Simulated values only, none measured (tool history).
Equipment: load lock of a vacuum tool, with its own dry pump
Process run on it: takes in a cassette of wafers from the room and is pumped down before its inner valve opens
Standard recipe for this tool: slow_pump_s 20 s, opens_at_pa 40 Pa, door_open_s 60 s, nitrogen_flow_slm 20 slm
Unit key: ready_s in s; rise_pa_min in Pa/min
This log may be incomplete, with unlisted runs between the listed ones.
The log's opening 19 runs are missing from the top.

run	day	slow_pump_s	opens_at_pa	door_open_s	nitrogen_flow_slm	hours that the pump has run since its overhaul	times that the door has closed on its seal	incoming humidity of the room's air, %	ready_s	rise_pa_min
20	287.562	12	76	90	10	8213	30715	43.9	24.2	0.228
21	301.442	29	44	33	20	8546	31548	46.1	39.7	0.175
22	311.171	11	44	33	20	8779	32132	48.4	24.5	0.187
23	321.525	11	53	151	20	9028	32753	46.2	24	0.249
24	330.596	11	53	151	20	9246	33297	46.2	24.2	0.251
25	349.083	11	48	29	20	9689	34406	46.7	24.5	0.19
26	359.104	11	48	29	20	9930	35008	44.6	24.7	0.191
27	374.046	11	48	116	20	10288	35904	45.6	24.7	0.261
28	385.442	39	50	60	20	10562	36588	45.6	47.9	0.225
29	397.062	39	50	60	20	10841	37286	46.4	48	0.226
30	410.896	18	48	92	5	11173	38116	43.9	30.7	0.288
31	422.567	18	48	53	5	11453	38816	42.6	31	0.251
# day 435.829: dry pump taken out, an overhauled one fitted
32	443.371	18	48	53	5	181	40049	45.5	28.7	0.269
33	455.133	18	48	53	5	463	40755	43.1	29.1	0.264
34	469.575	40	40	40	20	810	41622	45.4	48.3	0.25
35	486.033	17	34	53	18	1205	42609	45.3	28.5	0.264
36	506.596	12	41	60	20	1698	43843	44.8	24.3	0.282

Forecast each of these 4 alternatives for the next run:
A	518.304	24	41	60	20	1979	44546	46.7	?	?
B	518.304	18	33	105	20	1979	44546	46.6	?	?
C	518.304	11	62	60	16	1979	44546	43.7	?	?
D	518.304	20	33	60	7	1979	44546	45.4	?	?

run	ready_s	rise_pa_min
A	34.9	0.286
B	29.7	0.317
C	22.6	0.282
D	31.7	0.305
Without the tool's hidden state the same runs would have given:
run	ready_s	rise_pa_min
A	34.4	0.067
B	29.1	0.1
C	22	0.065
D	31.1	0.09
